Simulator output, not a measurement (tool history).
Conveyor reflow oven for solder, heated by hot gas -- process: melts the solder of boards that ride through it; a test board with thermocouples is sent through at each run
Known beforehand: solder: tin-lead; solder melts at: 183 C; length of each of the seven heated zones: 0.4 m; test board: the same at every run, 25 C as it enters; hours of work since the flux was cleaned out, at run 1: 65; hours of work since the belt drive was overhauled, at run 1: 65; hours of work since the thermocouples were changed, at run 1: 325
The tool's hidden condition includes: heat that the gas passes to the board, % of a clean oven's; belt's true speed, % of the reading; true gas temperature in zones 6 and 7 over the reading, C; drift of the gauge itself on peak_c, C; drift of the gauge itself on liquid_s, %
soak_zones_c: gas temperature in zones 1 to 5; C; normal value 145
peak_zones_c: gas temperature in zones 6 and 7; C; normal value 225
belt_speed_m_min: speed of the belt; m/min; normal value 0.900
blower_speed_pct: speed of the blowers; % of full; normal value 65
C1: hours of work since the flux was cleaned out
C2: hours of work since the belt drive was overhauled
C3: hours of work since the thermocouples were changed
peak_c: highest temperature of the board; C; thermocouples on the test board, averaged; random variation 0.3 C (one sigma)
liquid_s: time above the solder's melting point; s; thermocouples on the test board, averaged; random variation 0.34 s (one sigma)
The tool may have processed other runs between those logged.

run 1 hour=0.0 | soak_zones_c=145 peak_zones_c=225 belt_speed_m_min=0.900 blower_speed_pct=65 | C1=65 C2=65 C3=325 | peak_c=208.4 liquid_s=35.6
run 2 hour=31.5 | soak_zones_c=145 peak_zones_c=225 belt_speed_m_min=0.900 blower_speed_pct=65 | C1=86 C2=86 C3=346 | peak_c=209.1 liquid_s=35.9
run 3 hour=59.1 | soak_zones_c=145 peak_zones_c=228 belt_speed_m_min=0.900 blower_speed_pct=65 | C1=105 C2=105 C3=364 | peak_c=210.7 liquid_s=37.8
run 4 hour=82.8 | soak_zones_c=145 peak_zones_c=228 belt_speed_m_min=0.900 blower_speed_pct=90 | C1=121 C2=121 C3=380 | peak_c=215.3 liquid_s=40.1
run 5 hour=115.1 | soak_zones_c=145 peak_zones_c=225 belt_speed_m_min=0.900 blower_speed_pct=65 | C1=143 C2=143 C3=402 | peak_c=208.7 liquid_s=35.4
run 6 hour=128.1 | soak_zones_c=145 peak_zones_c=225 belt_speed_m_min=0.900 blower_speed_pct=50 | C1=151 C2=151 C3=411 | peak_c=205.1 liquid_s=31.7
run 7 hour=160.3 | soak_zones_c=145 peak_zones_c=225 belt_speed_m_min=0.900 blower_speed_pct=50 | C1=173 C2=173 C3=432 | peak_c=204.7 liquid_s=32.4
run 8 hour=179.5 | soak_zones_c=145 peak_zones_c=225 belt_speed_m_min=0.900 blower_speed_pct=50 | C1=186 C2=186 C3=445 | peak_c=205.1 liquid_s=32.4
run 9 hour=197.8 | soak_zones_c=145 peak_zones_c=225 belt_speed_m_min=0.900 blower_speed_pct=50 | C1=198 C2=198 C3=458 | peak_c=205.1 liquid_s=31.5
run 10 hour=224.9 | soak_zones_c=145 peak_zones_c=225 belt_speed_m_min=0.900 blower_speed_pct=50 | C1=216 C2=216 C3=476 | peak_c=204.4 liquid_s=32.0
run 11 hour=243.4 | soak_zones_c=145 peak_zones_c=225 belt_speed_m_min=0.900 blower_speed_pct=65 | C1=229 C2=229 C3=488 | peak_c=208.0 liquid_s=35.4
run 12 hour=258.4 | soak_zones_c=145 peak_zones_c=225 belt_speed_m_min=0.900 blower_speed_pct=65 | C1=239 C2=239 C3=498 | peak_c=208.0 liquid_s=35.4
run 13 hour=278.5 | soak_zones_c=145 peak_zones_c=220 belt_speed_m_min=0.900 blower_speed_pct=65 | C1=253 C2=253 C3=512 | peak_c=203.6 liquid_s=32.3
run 14 hour=297.3 | soak_zones_c=145 peak_zones_c=220 belt_speed_m_min=0.900 blower_speed_pct=65 | C1=265 C2=265 C3=525 | peak_c=203.8 liquid_s=31.3
run 15 hour=316.0 | soak_zones_c=145 peak_zones_c=220 belt_speed_m_min=0.900 blower_speed_pct=65 | C1=278 C2=278 C3=537 | peak_c=203.2 liquid_s=31.8
run 16 hour=332.9 | soak_zones_c=145 peak_zones_c=225 belt_speed_m_min=0.900 blower_speed_pct=65 | C1=289 C2=289 C3=549 | peak_c=207.6 liquid_s=35.4
run 17 hour=346.7 | soak_zones_c=145 peak_zones_c=225 belt_speed_m_min=0.900 blower_speed_pct=65 | C1=298 C2=298 C3=558 | peak_c=207.0 liquid_s=34.5
run 18 hour=364.3 | soak_zones_c=154 peak_zones_c=223 belt_speed_m_min=0.900 blower_speed_pct=65 | C1=310 C2=310 C3=570 | peak_c=207.8 liquid_s=38.0
-- hour=390.1 flux residue cleaned out of gas plates and filters
run 19 hour=401.6 | soak_zones_c=154 peak_zones_c=223 belt_speed_m_min=0.900 blower_speed_pct=65 | C1=8 C2=332 C3=591 | peak_c=209.6 liquid_s=39.6
run 20 hour=417.3 | soak_zones_c=149 peak_zones_c=225 belt_speed_m_min=0.773 blower_speed_pct=64 | C1=18 C2=343 C3=602 | peak_c=214.0 liquid_s=48.4
run 21 hour=443.3 | soak_zones_c=149 peak_zones_c=225 belt_speed_m_min=0.773 blower_speed_pct=64 | C1=36 C2=360 C3=619 | peak_c=214.2 liquid_s=49.2
run 22 hour=459.6 | soak_zones_c=151 peak_zones_c=233 belt_speed_m_min=0.938 blower_speed_pct=76 | C1=47 C2=371 C3=630 | peak_c=218.0 liquid_s=41.7
run 23 hour=489.2 | soak_zones_c=151 peak_zones_c=233 belt_speed_m_min=0.938 blower_speed_pct=76 | C1=67 C2=391 C3=650 | peak_c=217.8 liquid_s=41.7
run 24 hour=504.9 | soak_zones_c=148 peak_zones_c=218 belt_speed_m_min=0.970 blower_speed_pct=65 | C1=77 C2=401 C3=661 | peak_c=201.4 liquid_s=28.9
run 25 hour=519.0 | soak_zones_c=145 peak_zones_c=225 belt_speed_m_min=0.900 blower_speed_pct=69 | C1=87 C2=411 C3=670 | peak_c=209.6 liquid_s=37.4
run 26 hour=543.8 | soak_zones_c=159 peak_zones_c=225 belt_speed_m_min=0.900 blower_speed_pct=69 | C1=103 C2=428 C3=687 | peak_c=212.5 liquid_s=43.4
run 27 hour=558.2 | soak_zones_c=145 peak_zones_c=225 belt_speed_m_min=0.827 blower_speed_pct=65 | C1=113 C2=437 C3=697 | peak_c=211.3 liquid_s=42.5
run 28 hour=584.5 | soak_zones_c=145 peak_zones_c=225 belt_speed_m_min=0.801 blower_speed_pct=65 | C1=131 C2=455 C3=714 | peak_c=212.2 liquid_s=44.7
run 29 hour=616.5 | soak_zones_c=145 peak_zones_c=222 belt_speed_m_min=1.015 blower_speed_pct=69 | C1=152 C2=477 C3=736 | peak_c=202.9 liquid_s=27.8
run 30 hour=648.7 | soak_zones_c=147 peak_zones_c=222 belt_speed_m_min=1.015 blower_speed_pct=52 | C1=174 C2=498 C3=758 | peak_c=199.4 liquid_s=24.6
run 31 hour=663.2 | soak_zones_c=147 peak_zones_c=222 belt_speed_m_min=1.015 blower_speed_pct=52 | C1=184 C2=508 C3=767 | peak_c=199.5 liquid_s=24.1

Describe how what the log doesn't record of the tool's condition differs between the last listed run preceding each entry between runs and the first listed run following it.
In the gap between runs 18 and 19: flux residue cleaned out of gas plates and filters (hour 390.1)
  heat that the gas passes to the board, % of a clean oven's: 91.2 -> 99.2; belt's true speed, % of the reading: 99.52 -> 99.48; true gas temperature in zones 6 and 7 over the reading, C: 1.38 -> 1.42
  difference, measured minus the result without the unlogged condition, peak_c: -0.7 -> +1.1 C; liquid_s: -0.8 -> +0.9 s
